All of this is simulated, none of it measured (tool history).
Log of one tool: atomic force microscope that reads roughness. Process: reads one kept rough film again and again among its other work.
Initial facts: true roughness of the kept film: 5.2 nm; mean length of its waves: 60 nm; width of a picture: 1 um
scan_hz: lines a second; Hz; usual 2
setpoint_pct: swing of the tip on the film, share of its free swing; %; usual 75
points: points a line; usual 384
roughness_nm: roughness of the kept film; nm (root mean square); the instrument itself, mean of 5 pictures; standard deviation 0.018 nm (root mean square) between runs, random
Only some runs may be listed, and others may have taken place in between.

run	hour	scan_hz	setpoint_pct	points	roughness_nm
1	0	2	75	384	4.331
2	26.5	2	75	384	4.167
# hour 28.8: new tip fitted
3	62.6	2	75	384	4.233
# hour 77.4: new tip fitted
4	100.1	2	75	384	4.292
# hour 126.5: new tip fitted
5	139	2	75	384	4.374
6	170	2	75	384	4.189
# hour 174.4: new tip fitted
7	194.8	2	55	344	4.637

Expected results for the next run?
8	219.8	0.62	75	670	?

Logged for run 8: roughness_nm 4.499 nm (root mean square).
Were there no unlogged condition in the tool, this run, its random variation unchanged, would have produced roughness_nm 4.919 nm (root mean square).
